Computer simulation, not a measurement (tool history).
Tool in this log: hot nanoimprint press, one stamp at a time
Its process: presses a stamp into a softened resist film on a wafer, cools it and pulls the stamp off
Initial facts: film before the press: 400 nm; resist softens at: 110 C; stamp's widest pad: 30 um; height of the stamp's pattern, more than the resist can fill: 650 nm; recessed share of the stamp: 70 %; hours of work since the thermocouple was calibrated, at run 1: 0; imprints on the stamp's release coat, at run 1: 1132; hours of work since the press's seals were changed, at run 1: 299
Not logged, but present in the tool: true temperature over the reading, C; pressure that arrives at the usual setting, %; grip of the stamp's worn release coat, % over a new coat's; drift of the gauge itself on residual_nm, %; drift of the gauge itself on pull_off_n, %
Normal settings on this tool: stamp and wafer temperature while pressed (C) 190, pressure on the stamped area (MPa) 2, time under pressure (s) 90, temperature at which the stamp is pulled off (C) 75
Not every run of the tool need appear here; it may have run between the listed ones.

run   hour  stamp and wafer temperature while pressed (C)  pressure on the stamped area (MPa)  time under pressure (s)  temperature at which the stamp is pulled off (C)  hours of work since the thermocouple was calibrated  imprints on the stamp's release coat  hours of work since the press's seals were changed  resist left under the stamp's widest pad (Å)  greatest force while the stamp is pulled off (N)
  1      0                                            190                                   2                       90                                                75                                                    0                                  1132                                                 299                                          2307                                               103
  2   49.3                                            190                                   2                       90                                                75                                                   35                                  1301                                                 334                                          2309                                               105
  3   75.4                                            190                                   2                       90                                                75                                                   53                                  1391                                                 352                                          2318                                               104
  4  126.1                                            190                                   2                       90                                                75                                                   89                                  1565                                                 388                                          2311                                               103
  5  152.7                                            190                                   2                       90                                                75                                                  107                                  1656                                                 407                                          2313                                               106
  6  192.4                                            190                                1.56                       90                                                75                                                  135                                  1792                                                 435                                          2533                                               103
  7  216.1                                            190                                1.56                       90                                                75                                                  152                                  1873                                                 451                                          2537                                               104
  8  245.1                                            190                                   2                       90                                                75                                                  173                                  1973                                                 472                                          2315                                               105
  9    279                                            190                                   2                       90                                                75                                                  196                                  2089                                                 496                                          2311                                               105
       308  -- stamp cleaned and given a new release coat
 10  313.7                                            190                                   2                       90                                                75                                                  217                                    19                                                 516                                          2313                                               102
 11  341.6                                            190                                   2                       90                                                79                                                  236                                   115                                                 535                                          2315                                                98
 12  388.1                                            200                                1.58                       98                                                75                                                  269                                   275                                                 568                                          1666                                               105
     398.7  -- plate thermocouple calibrated
 13  423.4                                            200                                1.58                       98                                                75                                                   17                                   385                                                 591                                          1659                                               105
 14  464.1                                            200                                1.58                       98                                                75                                                   46                                   525                                                 620                                          1664                                               105
 15    500                                            200                                1.58                       98                                                73                                                   71                                   648                                                 645                                          1658                                               107
 16  539.7                                            200                                1.27                       98                                                76                                                   99                                   784                                                 673                                          1838                                               105
 17  583.7                                            200                                1.27                       98                                                76                                                  130                                   935                                                 704                                          1835                                               101
 18  622.5                                            189                                   2                       90                                                75                                                  158                                  1068                                                 731                                          2403                                               105
 19  651.7                                            179                                   2                       55                                                75                                                  178                                  1168                                                 752                                          3489                                               102
 20  692.2                                            193                                1.34                       85                                                63                                                  207                                  1307                                                 780                                          2454                                               127
 21    727                                            193                                2.21                       90                                                65                                                  231                                  1427                                                 805                                          1977                                               120
 22    764                                            190                                   2                       80                                                75                                                  257                                  1553                                                 831                                          2403                                               104

Describe how what the log doesn't record of the tool's condition differs between the last listed run preceding each entry between runs and the first listed run following it.
Between runs 9 and 10: stamp cleaned and given a new release coat (hour 308)
  pressure that arrives at the usual setting, %: 99.99 -> 99.98; grip of the stamp's worn release coat, % over a new coat's: 0.5 -> 0
Between runs 12 and 13: plate thermocouple calibrated (hour 398.7)
  true temperature over the reading, C: -0.01 -> 0.01
